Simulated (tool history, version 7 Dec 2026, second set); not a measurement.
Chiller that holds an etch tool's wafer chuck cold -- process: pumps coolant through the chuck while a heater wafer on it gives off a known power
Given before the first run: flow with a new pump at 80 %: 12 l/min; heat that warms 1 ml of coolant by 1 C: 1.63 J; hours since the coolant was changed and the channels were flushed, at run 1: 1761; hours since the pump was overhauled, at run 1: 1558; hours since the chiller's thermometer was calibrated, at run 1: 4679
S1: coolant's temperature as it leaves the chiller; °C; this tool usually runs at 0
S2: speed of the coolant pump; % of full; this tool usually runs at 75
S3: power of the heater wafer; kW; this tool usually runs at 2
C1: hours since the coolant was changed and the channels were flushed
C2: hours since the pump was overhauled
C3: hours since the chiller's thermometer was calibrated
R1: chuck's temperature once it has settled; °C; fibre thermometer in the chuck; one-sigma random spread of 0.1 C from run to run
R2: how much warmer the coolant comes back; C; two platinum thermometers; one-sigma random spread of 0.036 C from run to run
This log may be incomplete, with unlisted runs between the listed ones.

Run 1, hour 0: usual settings; C1 1761; C2 1558; C3 4679. Result: R1 15.6 °C, R2 6.7 C.
Run 2, hour 23.8: usual settings; C1 1785; C2 1582; C3 4703. Result: R1 15.6 °C, R2 6.67 C.
Run 3, hour 50.4: usual settings; C1 1812; C2 1608; C3 4729. Result: R1 15.6 °C, R2 6.63 C.
Run 4, hour 88.8: usual settings; C1 1850; C2 1647; C3 4768. Result: R1 15.7 °C, R2 6.64 C.
Run 5, hour 117: usual settings but S3 2.204 kW; C1 1878; C2 1675; C3 4796. Result: R1 17.2 °C, R2 7.34 C.
Run 6, hour 141.4: usual settings; C1 1903; C2 1699; C3 4820. Result: R1 15.6 °C, R2 6.69 C.
Run 7, hour 172.9: usual settings; C1 1934; C2 1731; C3 4852. Result: R1 15.8 °C, R2 6.68 C.
Run 8, hour 198.1: usual settings but S3 2.551 kW; C1 1960; C2 1756; C3 4877. Result: R1 19.9 °C, R2 8.49 C.
Run 9, hour 229.9: usual settings but S2 77 % of full; C1 1991; C2 1788; C3 4909. Result: R1 15.2 °C, R2 6.51 C.
Run 10, hour 250.8: usual settings but S2 77 % of full; C1 2012; C2 1809; C3 4930. Result: R1 15.2 °C, R2 6.48 C.
Run 11, hour 271.2: usual settings but S2 77 % of full; C1 2033; C2 1829; C3 4950. Result: R1 15.4 °C, R2 6.47 C.
Run 12, hour 319.8: usual settings but S2 66 % of full; C1 2081; C2 1878; C3 4999. Result: R1 17.6 °C, R2 7.69 C.
Run 13, hour 348.4: usual settings but S2 66 % of full; C1 2110; C2 1906; C3 5027. Result: R1 17.7 °C, R2 7.73 C.
Run 14, hour 387.5: usual settings but S2 66 % of full; C1 2149; C2 1945; C3 5066. Result: R1 17.8 °C, R2 7.66 C.
Run 15, hour 430.6: usual settings but S2 66 % of full; C1 2192; C2 1989; C3 5110. Result: R1 17.7 °C, R2 7.71 C.
Run 16, hour 475.3: usual settings but S2 74 % of full; C1 2237; C2 2033; C3 5154. Result: R1 16.1 °C, R2 6.85 C.
Run 17, hour 497.5: usual settings but S3 2.577 kW; C1 2259; C2 2055; C3 5176. Result: R1 20.4 °C, R2 8.62 C.
Run 18, hour 532.6: usual settings but S1 -6 °C, S3 2.144 kW; C1 2294; C2 2091; C3 5212. Result: R1 11 °C, R2 7.16 C.
Run 19, hour 558.4: usual settings but S1 5 °C, S2 99 % of full, S3 2.238 kW; C1 2320; C2 2116; C3 5237. Result: R1 18.8 °C, R2 5.56 C.
Run 20, hour 592.1: usual settings but S1 -2 °C; C1 2354; C2 2150; C3 5271. Result: R1 14 °C, R2 6.72 C.
Run 21, hour 614.4: usual settings but S1 -2 °C; C1 2376; C2 2172; C3 5293. Result: R1 13.8 °C, R2 6.74 C.
Run 22, hour 660.4: usual settings but S1 1 °C; C1 2422; C2 2218; C3 5339. Result: R1 16.6 °C, R2 6.76 C.
At hour 675.3: chiller's thermometer calibrated.
Run 23, hour 693.8: usual settings but S2 87 % of full; C1 2454; C2 2251; C3 19. Result: R1 14.3 °C, R2 5.76 C.
Run 24, hour 718.7: usual settings but S1 -3 °C, S2 79 % of full, S3 1.196 kW; C1 2479; C2 2276; C3 43. Result: R1 6.1 °C, R2 3.8 C.
Run 25, hour 750.5: usual settings but S1 7 °C, S3 1.253 kW; C1 2511; C2 2307; C3 75. Result: R1 17.2 °C, R2 4.25 C.
Run 26, hour 797.6: usual settings but S2 74 % of full, S3 1.902 kW; C1 2558; C2 2354; C3 122. Result: R1 15.6 °C, R2 6.5 C.
Run 27, hour 838.2: usual settings but S1 -8 °C, S3 1.269 kW; C1 2599; C2 2395; C3 163. Result: R1 2.3 °C, R2 4.27 C.

Consider 5 possible next runs. They are alternatives, not a sequence: every one starts from the tool as it was left by run 27. What does each give?
Run A, hour 859.6: usual settings but S3 1.678 kW; C1 2620; C2 2416; C3 184. Result: R1 ?, R2 ?.
Run B, hour 859.6: usual settings but S1 -9 °C; C1 2620; C2 2416; C3 184. Result: R1 ?, R2 ?.
Run C, hour 859.6: usual settings but S1 10 °C, S2 91 % of full; C1 2620; C2 2416; C3 184. Result: R1 ?, R2 ?.
Run D, hour 859.6: usual settings but S1 4 °C, S2 96 % of full, S3 1.926 kW; C1 2620; C2 2416; C3 184. Result: R1 ?, R2 ?.
Run E, hour 859.6: usual settings but S1 -8 °C, S2 93 % of full, S3 1.269 kW; C1 2620; C2 2416; C3 184. Result: R1 ?, R2 ?.

run    R1    R2
  A  13.9  5.56
  B   7.5  6.74
  C  23.6  5.43
  D  16.6  5.01
  E   0.5  3.39
With no hidden state in the tool, these same runs would have given:
run    R1    R2
  A  12.8  5.41
  B   6.2  6.57
  C  22.6  5.28
  D  15.6  4.88
  E  -0.1  3.31
